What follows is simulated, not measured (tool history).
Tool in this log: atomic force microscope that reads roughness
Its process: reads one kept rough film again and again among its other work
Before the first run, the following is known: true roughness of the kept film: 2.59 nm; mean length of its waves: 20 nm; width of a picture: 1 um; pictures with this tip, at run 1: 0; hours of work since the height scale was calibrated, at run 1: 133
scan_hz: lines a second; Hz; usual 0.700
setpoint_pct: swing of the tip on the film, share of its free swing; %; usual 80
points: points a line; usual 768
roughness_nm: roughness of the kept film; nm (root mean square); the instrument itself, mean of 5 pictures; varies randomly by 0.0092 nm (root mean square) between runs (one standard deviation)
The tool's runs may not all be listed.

run,hour,scan_hz,setpoint_pct,points,pictures with this tip,hours of work since the height scale was calibrated,roughness_nm
1,0.0,0.700,80,768,0,133,2.037
2,10.2,0.700,59,768,16,139,2.123
3,17.2,0.700,59,768,27,143,2.088
4,27.3,3.577,80,768,42,149,1.602
5,33.5,3.577,80,768,52,152,1.600
6,38.6,0.700,78,768,59,155,1.967
7,46.9,3.717,80,768,72,160,1.563
8,57.6,3.717,80,768,89,166,1.526
9,66.4,0.700,80,374,102,171,1.881
10,77.4,0.700,80,374,119,178,1.868
11,86.5,0.700,80,374,133,183,1.846
12,97.4,2.047,80,449,150,189,1.656
13,108.6,0.666,80,322,167,195,1.782
14,113.5,0.666,80,322,174,198,1.780

Each row is a separate what-if for the run after 14, all from the same tool condition, not one after another. Results?
A,118.2,1.040,80,795,181,201,?
B,118.2,0.700,80,789,181,201,?
C,118.2,0.666,80,666,181,201,?
D,118.2,0.918,59,562,181,201,?

run,roughness_nm
A,1.759
B,1.811
C,1.840
D,1.879
With no hidden state in the tool, these same runs would have given:
run,roughness_nm
A,1.993
B,2.050
C,2.083
D,2.128
